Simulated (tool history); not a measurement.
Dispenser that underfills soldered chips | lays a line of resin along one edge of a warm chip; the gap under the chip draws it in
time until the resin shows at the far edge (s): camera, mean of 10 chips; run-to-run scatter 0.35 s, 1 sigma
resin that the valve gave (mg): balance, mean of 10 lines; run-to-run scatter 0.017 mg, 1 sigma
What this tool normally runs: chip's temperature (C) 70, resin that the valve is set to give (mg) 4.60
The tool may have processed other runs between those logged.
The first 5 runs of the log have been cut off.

run	day	chip's temperature (C)	resin that the valve is set to give (mg)	hours of work since the syringe was changed	hours of work since the valve was cleaned	hours of work since the stage was calibrated	time until the resin shows at the far edge (s)	resin that the valve gave (mg)
# day 2.088: new syringe of resin
6	2.200	56	4.60	2	26	276	33.3	4.52
# day 2.708: new syringe of resin
7	2.767	56	4.60	1	36	286	31.9	4.49
8	3.121	60	4.60	8	42	293	33.9	4.46
# day 3.362: new syringe of resin
9	3.592	70	4.82	4	51	301	19.2	4.68
10	3.917	70	4.82	10	57	307	23.4	4.64
# day 4.017: new syringe of resin
# day 4.462: dispensing valve cleaned and set on the balance
11	4.550	70	4.84	9	2	318	22.2	4.84
# day 4.717: new syringe of resin
12	4.842	70	4.84	2	7	323	18.0	4.81
13	5.108	62	4.60	7	12	328	30.2	4.58
# day 5.346: new syringe of resin
14	5.579	70	4.60	4	20	336	18.6	4.56
# day 5.975: new syringe of resin
15	5.975	70	4.60	0	27	343	16.4	4.53
# day 6.054: stage's temperature calibrated
16	6.521	70	4.60	9	36	9	23.9	4.50
# day 6.642: new syringe of resin
17	6.829	70	4.60	3	42	14	20.0	4.49
# day 7.258: new syringe of resin
18	7.408	70	4.60	3	52	24	19.1	4.45
19	7.708	85	4.60	8	57	30	12.1	4.44
# day 7.892: new syringe of resin
# day 8.196: dispensing valve cleaned and set on the balance
20	8.233	70	4.72	5	1	38	20.8	4.74
21	8.517	76	4.72	11	6	44	19.1	4.71
# day 8.575: new syringe of resin
22	8.783	76	4.72	4	10	48	15.1	4.71
23	9.050	80	4.99	9	15	53	14.5	4.95
# day 9.204: new syringe of resin
24	9.300	80	4.99	2	20	57	10.7	4.92
25	9.671	75	4.01	9	26	64	18.3	3.97
# day 9.850: new syringe of resin
26	10.075	75	4.01	4	34	71	16.6	3.92
# day 10.467: new syringe of resin
27	10.479	75	4.01	0	41	78	14.6	3.93
28	10.850	80	4.28	7	48	85	14.2	4.18
# day 11.092: new syringe of resin
29	11.358	76	4.41	5	57	94	15.4	4.24
# day 11.725: new syringe of resin
30	11.746	76	5.66	0	63	101	13.3	5.48

For run 31, what comes out?
# day 11.896: dispensing valve cleaned and set on the balance
31	12.317	76	5.66	10	8	111	?	?

For run 31 the tool returned time until the resin shows at the far edge (s) 18.2, resin that the valve gave (mg) 5.63.
Were there no unlogged condition in the tool, this run, its random variation unchanged, would have produced time until the resin shows at the far edge (s) 13.0, resin that the valve gave (mg) 5.66.

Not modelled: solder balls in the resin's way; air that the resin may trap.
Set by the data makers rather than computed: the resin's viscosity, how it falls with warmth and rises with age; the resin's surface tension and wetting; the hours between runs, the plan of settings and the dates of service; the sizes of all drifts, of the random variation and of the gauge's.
